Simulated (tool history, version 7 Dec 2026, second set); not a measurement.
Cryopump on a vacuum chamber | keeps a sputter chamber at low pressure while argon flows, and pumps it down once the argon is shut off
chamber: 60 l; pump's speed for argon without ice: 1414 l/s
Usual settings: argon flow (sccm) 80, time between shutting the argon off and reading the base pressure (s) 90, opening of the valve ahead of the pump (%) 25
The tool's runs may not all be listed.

| run | hour | argon flow (sccm) | time between shutting the argon off and reading the base pressure (s) | opening of the valve ahead of the pump (%) | pressure while argon flows (Pa) | pressure after the wait (uPa) |
|---|---|---|---|---|---|---|
| 1 | 0 | 80 | 90 | 25 | 0.3933 | 0.7 |
| 2 | 18.6 | 80 | 90 | 25 | 0.3911 | 0.7 |
| 3 | 49.2 | 80 | 90 | 25 | 0.3948 | 0.71 |
| 4 | 75.4 | 80 | 90 | 25 | 0.3914 | 0.73 |
| 5 | 101 | 80 | 90 | 25 | 0.396 | 0.7 |
| 6 | 128.5 | 136 | 90 | 25 | 0.6666 | 0.75 |
| 7 | 150.7 | 80 | 90 | 25 | 0.392 | 0.75 |
| 8 | 171.1 | 63 | 90 | 25 | 0.3131 | 0.73 |
| 9 | 185.4 | 63 | 90 | 25 | 0.3129 | 0.72 |
| 10 | 199.7 | 63 | 90 | 25 | 0.3108 | 0.73 |
| 11 | 217 | 63 | 90 | 25 | 0.3117 | 0.8 |
| 12 | 237.5 | 63 | 90 | 25 | 0.3118 | 0.79 |
| 13 | 254.9 | 80 | 90 | 17 | 0.5778 | 0.8 |
| 14 | 281.3 | 80 | 90 | 17 | 0.5792 | 0.79 |
| 15 | 298.9 | 80 | 90 | 17 | 0.5806 | 0.8 |
| 16 | 318 | 80 | 90 | 15 | 0.6526 | 0.81 |
| 17 | 348.5 | 159 | 90 | 40 | 0.5054 | 0.8 |
| 18 | 375.9 | 160 | 30 | 23 | 0.8639 | 1.32 |
| 19 | 390.2 | 80 | 175 | 25 | 0.4001 | 0.69 |
|  | 403.4 | pump warmed up, emptied and cooled again |
| 20 | 421 | 80 | 175 | 25 | 0.3818 | 0.62 |
| 21 | 452.1 | 80 | 175 | 25 | 0.3829 | 0.66 |
| 22 | 476.4 | 118 | 90 | 25 | 0.5702 | 0.76 |
| 23 | 502.5 | 40 | 27 | 26 | 0.1859 | 1.38 |
| 24 | 518.5 | 50 | 181 | 19 | 0.3153 | 0.66 |
| 25 | 540.3 | 93 | 55 | 39 | 0.2892 | 0.96 |
| 26 | 569.6 | 135 | 90 | 25 | 0.6515 | 0.81 |
| 27 | 586.9 | 41 | 90 | 27 | 0.1825 | 0.83 |
| 28 | 600 | 49 | 179 | 43 | 0.1401 | 0.67 |
| 29 | 613.9 | 104 | 29 | 57 | 0.2251 | 1.39 |

Measured less the same run without the tool's hidden state. The same run-to-run variation is in both; the gauge's scatter may not be:
The hidden state here: pump's speed, % of a pump's without ice; cold plate's temperature, K; leak into the chamber, uPa l/s; drift of the gauge itself on working_pa, %; drift of the gauge itself on base_upa, %.
| run | pressure while argon flows (Pa) | pressure after the wait (uPa) |
|---|---|---|
| 1 | +0.0089 | +0.22 |
| 2 | +0.0092 | +0.22 |
| 3 | +0.01 | +0.24 |
| 4 | +0.0105 | +0.24 |
| 5 | +0.0113 | +0.24 |
| 6 | +0.02 | +0.27 |
| 7 | +0.0123 | +0.27 |
| 8 | +0.0102 | +0.28 |
| 9 | +0.0105 | +0.28 |
| 10 | +0.0106 | +0.29 |
| 11 | +0.0109 | +0.3 |
| 12 | +0.0113 | +0.31 |
| 13 | +0.0148 | +0.31 |
| 14 | +0.0156 | +0.33 |
| 15 | +0.016 | +0.33 |
| 16 | +0.0164 | +0.33 |
| 17 | +0.034 | +0.34 |
| 18 | +0.0356 | +0.36 |
| 19 | +0.0182 | +0.36 |
| 20 | +0.0014 | +0.28 |
| 21 | +0.002 | +0.3 |
| 22 | +0.0037 | +0.31 |
| 23 | +0.0015 | +0.31 |
| 24 | +0.0021 | +0.32 |
| 25 | +0.0043 | +0.32 |
| 26 | +0.0073 | +0.33 |
| 27 | +0.0024 | +0.35 |
| 28 | +0.0031 | +0.35 |
| 29 | +0.0068 | +0.36 |
